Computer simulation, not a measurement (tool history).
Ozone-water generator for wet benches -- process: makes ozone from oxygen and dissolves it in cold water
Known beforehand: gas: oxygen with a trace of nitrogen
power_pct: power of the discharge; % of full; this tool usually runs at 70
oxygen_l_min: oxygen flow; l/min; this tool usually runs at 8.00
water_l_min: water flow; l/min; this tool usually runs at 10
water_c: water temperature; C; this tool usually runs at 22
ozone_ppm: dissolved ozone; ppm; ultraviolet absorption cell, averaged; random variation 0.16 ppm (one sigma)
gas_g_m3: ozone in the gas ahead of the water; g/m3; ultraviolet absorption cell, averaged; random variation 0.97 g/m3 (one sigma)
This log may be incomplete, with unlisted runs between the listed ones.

run,day,power_pct,oxygen_l_min,water_l_min,water_c,ozone_ppm,gas_g_m3
1,0.000,70,8.00,10,22,19.4,152.1
2,3.450,70,8.00,10,22,19.0,152.3
3,7.083,70,8.00,10,22,19.0,149.9
4,11.162,70,8.00,10,22,19.2,151.6
5,14.288,70,8.00,10,22,19.3,150.3
6,17.821,42,8.00,10,22,14.7,115.5
7,21.258,42,8.00,10,22,14.3,114.3
8,23.550,42,8.00,10,22,14.7,115.7
9,25.667,42,8.00,10,22,14.5,113.6
10,27.629,70,8.00,8,22,21.2,149.8
11,29.925,42,8.00,10,22,14.6,114.2
12,32.108,70,8.00,10,22,18.5,148.6
13,34.067,70,8.00,10,22,18.8,149.6
14,36.008,70,8.00,10,22,18.8,148.4
15,38.142,70,8.00,12,22,16.8,148.6
16,41.738,70,8.00,12,22,16.9,146.9
17,45.796,70,8.00,12,22,16.9,147.2
18,49.558,70,4.32,10,22,23.4,224.0
19,53.471,67,7.85,10,22,18.1,142.5
20,56.554,67,9.17,6,22,21.4,130.8
21,60.258,75,6.23,9,29,18.9,180.5
22,63.833,95,11.21,11,16,20.3,135.2
23,67.746,95,11.21,11,16,20.2,132.8
24,70.088,95,11.21,11,16,19.9,133.7
25,74.196,89,11.21,7,22,20.7,130.3
26,77.233,45,8.00,9,22,15.6,115.1
27,80.700,45,8.00,9,22,15.4,115.4
28,84.796,45,8.00,9,22,15.3,114.9
29,88.200,73,8.00,7,22,22.0,145.9
30,92.175,41,8.00,15,20,11.5,109.2
31,94.704,70,9.11,10,22,17.0,130.8
32,98.271,70,9.11,10,22,16.8,129.9
33,100.625,59,7.58,13,22,14.4,135.1
34,103.425,70,11.44,7,22,17.5,112.0

Put back what was entered between runs (2 entries, withheld): which listed runs does each sit between, and how does the hidden state differ from the listed run before to the listed run after?
In the gap between runs 23 and 24: water thermometer calibrated (day 68.062)
  yield of the discharge, % of new electrodes': 87.3 -> 87.1; true water temperature over the reading, C: 0.05 -> 0.09
  difference, measured minus the result without the unlogged condition, ozone_ppm: -4.1 -> -4.2 ppm; gas_g_m3: -22.7 -> -23.2 g/m3
In the gap between runs 25 and 26: water thermometer calibrated, once more (day 77.142)
  yield of the discharge, % of new electrodes': 86.9 -> 86.7; contactor's efficiency, % of a clean one's: 95.8 -> 95.7; true water temperature over the reading, C: 0.09 -> -0.06
  difference, measured minus the result without the unlogged condition, ozone_ppm: -4.1 -> -2.2 ppm; gas_g_m3: -22.4 -> -13.2 g/m3

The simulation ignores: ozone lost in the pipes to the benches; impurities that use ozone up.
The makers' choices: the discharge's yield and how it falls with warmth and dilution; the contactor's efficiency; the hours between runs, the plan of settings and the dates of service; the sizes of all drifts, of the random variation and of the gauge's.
